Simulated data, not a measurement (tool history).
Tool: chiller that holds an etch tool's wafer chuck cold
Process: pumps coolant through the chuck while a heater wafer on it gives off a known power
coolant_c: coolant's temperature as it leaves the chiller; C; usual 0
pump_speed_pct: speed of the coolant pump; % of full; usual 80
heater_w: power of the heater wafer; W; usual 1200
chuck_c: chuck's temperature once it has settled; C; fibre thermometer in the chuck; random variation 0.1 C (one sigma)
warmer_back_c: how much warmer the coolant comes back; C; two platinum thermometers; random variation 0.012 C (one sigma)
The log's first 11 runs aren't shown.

run     day  coolant_c  pump_speed_pct  heater_w  hours since the coolant was changed and the channels were flushed  hours since the pump was overhauled  hours since the chiller's thermometer was calibrated  chuck_c  warmer_back_c
 12  30.146          0              60      1200                                                               3493                                 2871                                                  1387     19.8           3.66
 13  33.162          0              60      1200                                                               3565                                 2943                                                  1460     19.9           3.65
 14  36.146          0              60      1200                                                               3637                                 3015                                                  1531     20.1           3.64
 15  39.733          0              60      1200                                                               3723                                 3101                                                  1617       20           3.67
 16  42.683          0              80       955                                                               3794                                 3172                                                  1688     12.6            2.2
 17  44.483         -7              80      1200                                                               3837                                 3215                                                  1731      8.7           2.74
 18  46.083         10              79       765                                                               3875                                 3253                                                  1770     20.2           1.77
 19  49.625         -8              74      1210                                                               3960                                 3338                                                  1855        9           2.98

Run 20 comes next. What will it give?
 20  51.95         -8              74      1210                                                               4016                                 3394                                                  1910        ?              ?

{"run 20": {"chuck_c": 9.3, "warmer_back_c": 3}}
Without the tool's hidden state the same run would have given chuck_c 5.9 C, warmer_back_c 2.86 C.

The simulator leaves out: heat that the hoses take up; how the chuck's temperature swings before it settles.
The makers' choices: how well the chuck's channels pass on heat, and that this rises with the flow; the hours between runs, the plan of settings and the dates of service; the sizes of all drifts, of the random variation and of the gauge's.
